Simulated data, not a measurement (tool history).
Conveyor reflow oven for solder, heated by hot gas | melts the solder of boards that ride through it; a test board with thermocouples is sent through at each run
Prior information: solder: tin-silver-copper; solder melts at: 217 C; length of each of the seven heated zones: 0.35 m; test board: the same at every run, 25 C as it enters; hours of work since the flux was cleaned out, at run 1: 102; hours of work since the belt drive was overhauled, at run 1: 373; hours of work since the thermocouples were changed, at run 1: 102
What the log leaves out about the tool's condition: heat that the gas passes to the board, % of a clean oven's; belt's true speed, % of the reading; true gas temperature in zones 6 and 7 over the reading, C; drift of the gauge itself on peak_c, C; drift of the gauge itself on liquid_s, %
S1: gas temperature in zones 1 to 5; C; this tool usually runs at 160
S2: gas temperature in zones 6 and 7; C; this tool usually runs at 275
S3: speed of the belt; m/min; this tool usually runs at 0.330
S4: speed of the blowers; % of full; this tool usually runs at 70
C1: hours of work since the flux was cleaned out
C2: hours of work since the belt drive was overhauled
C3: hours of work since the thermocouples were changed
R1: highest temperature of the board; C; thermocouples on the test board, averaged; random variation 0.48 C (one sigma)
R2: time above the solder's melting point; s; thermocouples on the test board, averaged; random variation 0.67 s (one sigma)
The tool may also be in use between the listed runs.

run    hour   S1   S2     S3  S4   C1   C2   C3     R1     R2
  1     0.0  160  275  0.330  70  102  373  102  257.1   94.7
  2    43.6  160  275  0.330  70  130  400  130  256.6   92.4
  3   101.4  159  275  0.330  70  166  436  166  255.8   93.3
  4   140.3  159  275  0.330  70  190  461  190  255.8   91.2
      194.1  -- flux residue cleaned out of gas plates and filters
  5   225.8  160  275  0.349  70   20  511  240  254.9   87.7
  6   301.9  160  275  0.330  70   67  558  287  257.7   94.1
  7   367.7  160  275  0.330  70  108  599  329  256.1   95.3
  8   449.4  160  275  0.330  70  159  650  380  256.0   93.5
  9   493.1  160  275  0.330  70  187  677  407  256.5   94.8
      551.9  -- flux residue cleaned out of gas plates and filters
 10   554.7  160  275  0.276  70    2  713  442  263.4  123.7
 11   626.9  160  275  0.276  70   47  758  487  262.1  122.5
 12   676.2  160  275  0.330  70   78  789  518  256.7   95.0
      729.2  -- belt drive overhauled, speed set with a stopwatch
 13   751.4  160  275  0.330  70  122   14  562  255.4   91.4
 14   793.0  160  275  0.330  70  148   40  588  255.2   91.8
      845.0  -- thermocouples of zones 6 and 7 changed
 15   870.3  160  275  0.330  70  195   87   16  256.9   91.6
 16   907.1  160  275  0.330  70  218  110   39  255.4   92.2
      920.2  -- flux residue cleaned out of gas plates and filters
 17   996.7  147  263  0.330  70   48  163   92  245.1   73.8
 18  1063.9  160  278  0.334  63   90  204  133  257.9   91.9
 19  1145.7  165  278  0.334  54  141  255  184  254.1   91.2
 20  1192.3  165  278  0.334  54  170  285  214  254.6   90.2
     1281.5  -- flux residue cleaned out of gas plates and filters
 21  1283.1  165  278  0.334  54    1  338  267  256.3   92.9
 22  1328.9  158  280  0.384  60   30  367  296  251.7   72.2
 23  1380.9  174  280  0.297  73   62  399  328  268.1  124.1
 24  1449.2  159  283  0.323  83  105  442  371  267.4  106.7
 25  1500.6  159  283  0.323  83  137  474  403  267.1  108.3
 26  1576.0  161  275  0.278  70  184  521  450  261.7  121.6
 27  1616.6  160  288  0.330  70  209  546  475  267.0  103.2
     1644.5  -- flux residue cleaned out of gas plates and filters
 28  1672.4  160  288  0.268  51   17  578  507  271.8  132.2
 29  1727.2  157  277  0.345  86   52  612  541  261.1   94.5

What would each run have given without the hidden state, its run-to-run variation left as it was?
run     R1     R2
  1  257.9   95.2
  2  257.8   93.3
  3  257.4   94.7
  4  257.7   93.0
  5  255.0   87.0
  6  258.4   93.9
  7  257.4   95.7
  8  257.9   94.7
  9  258.6   96.4
 10  263.7  122.1
 11  262.8  121.4
 12  257.8   94.8
 13  257.7   94.3
 14  257.7   95.0
 15  258.6   94.0
 16  257.4   95.0
 17  245.3   74.1
 18  258.6   92.5
 19  255.3   92.5
 20  256.1   91.9
 21  256.1   92.1
 22  252.0   72.0
 23  268.6  123.6
 24  268.6  107.0
 25  268.7  109.0
 26  263.4  122.8
 27  269.6  104.6
 28  271.9  130.7
 29  261.7   94.0
